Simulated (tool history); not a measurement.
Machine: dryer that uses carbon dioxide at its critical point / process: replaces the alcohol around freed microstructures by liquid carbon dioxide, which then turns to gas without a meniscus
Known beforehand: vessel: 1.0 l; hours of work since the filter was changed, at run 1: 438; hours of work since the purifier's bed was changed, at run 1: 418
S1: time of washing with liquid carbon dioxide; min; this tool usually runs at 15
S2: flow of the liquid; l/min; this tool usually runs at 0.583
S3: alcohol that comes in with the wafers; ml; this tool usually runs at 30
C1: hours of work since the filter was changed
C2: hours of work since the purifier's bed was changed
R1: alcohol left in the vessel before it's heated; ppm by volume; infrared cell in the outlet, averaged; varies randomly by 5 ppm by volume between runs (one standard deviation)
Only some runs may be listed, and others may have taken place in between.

| run | day | S1 | S2 | S3 | C1 | C2 | R1 |
|---|---|---|---|---|---|---|---|
| 1 | 0 | 15 | 0.583 | 30 | 438 | 418 | 46 |
| 2 | 0.588 | 13 | 0.583 | 30 | 446 | 425 | 73 |
|  | 1.508 | inlet filter changed |
| 3 | 1.508 | 13 | 0.583 | 30 | 0 | 436 | 52 |
| 4 | 2.196 | 13 | 0.583 | 30 | 9 | 445 | 58 |
| 5 | 2.904 | 20 | 0.583 | 30 | 17 | 454 | 40 |
| 6 | 3.55 | 20 | 0.583 | 30 | 25 | 462 | 32 |
| 7 | 4.533 | 20 | 0.583 | 30 | 38 | 474 | 28 |
| 8 | 5.154 | 20 | 0.583 | 21 | 45 | 481 | 35 |

Expected results for the next run?
| 9 | 5.846 | 20 | 0.583 | 21 | 54 | 490 | ? |

{"run 9": {"R1": 39}}
On a tool with no hidden condition, and with the same random variation, this run would have come out at R1 10 ppm by volume.
